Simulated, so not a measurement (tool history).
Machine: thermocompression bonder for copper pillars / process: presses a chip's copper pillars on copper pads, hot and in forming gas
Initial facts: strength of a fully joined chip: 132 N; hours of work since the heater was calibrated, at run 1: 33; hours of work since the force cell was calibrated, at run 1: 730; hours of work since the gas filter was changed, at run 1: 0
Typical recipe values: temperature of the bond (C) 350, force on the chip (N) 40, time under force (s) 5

| run | hour | temperature of the bond (C) | force on the chip (N) | time under force (s) | hours of work since the heater was calibrated | hours of work since the force cell was calibrated | hours of work since the gas filter was changed | force that shears a chip off (N) |
|---|---|---|---|---|---|---|---|---|
| 1 | 0.0 | 350 | 40 | 5 | 33 | 730 | 0 | 59.2 |
| 2 | 62.6 | 350 | 40 | 8 | 61 | 757 | 27 | 67.9 |
| 3 | 98.3 | 350 | 40 | 8 | 76 | 773 | 43 | 68.4 |
| 4 | 148.4 | 342 | 40 | 5 | 98 | 794 | 65 | 55.4 |
| 5 | 193.4 | 342 | 40 | 4 | 118 | 814 | 84 | 50.4 |
| 6 | 250.7 | 342 | 26 | 4 | 143 | 839 | 109 | 37.9 |
| 7 | 316.4 | 350 | 40 | 5 | 171 | 868 | 138 | 57.8 |
| 8 | 357.4 | 350 | 40 | 5 | 189 | 885 | 156 | 57.6 |
| 9 | 415.4 | 350 | 40 | 5 | 214 | 911 | 181 | 58.4 |
| 10 | 484.7 | 350 | 40 | 5 | 244 | 941 | 211 | 58.6 |
|  | 506.9 | forming gas filter changed |
| 11 | 551.7 | 350 | 40 | 5 | 273 | 970 | 20 | 57.0 |
| 12 | 608.5 | 350 | 31 | 5 | 298 | 995 | 44 | 50.6 |
| 13 | 674.1 | 350 | 40 | 5 | 327 | 1023 | 73 | 58.2 |
| 14 | 725.2 | 377 | 27 | 4 | 349 | 1045 | 95 | 50.0 |
| 15 | 760.6 | 368 | 40 | 5 | 364 | 1061 | 111 | 66.5 |
| 16 | 791.6 | 368 | 40 | 3 | 378 | 1074 | 124 | 54.7 |
| 17 | 846.4 | 352 | 32 | 4 | 402 | 1098 | 148 | 46.1 |

Run 18, settings as shown, results not yet in. Your forecast:
| 18 | 920.8 | 322 | 40 | 4 | 434 | 1131 | 180 | ? |

{"run 18": {"force that shears a chip off (N)": 41.6}}
Minus the tool's unlogged condition, the same run would have read force that shears a chip off (N) 41.8.
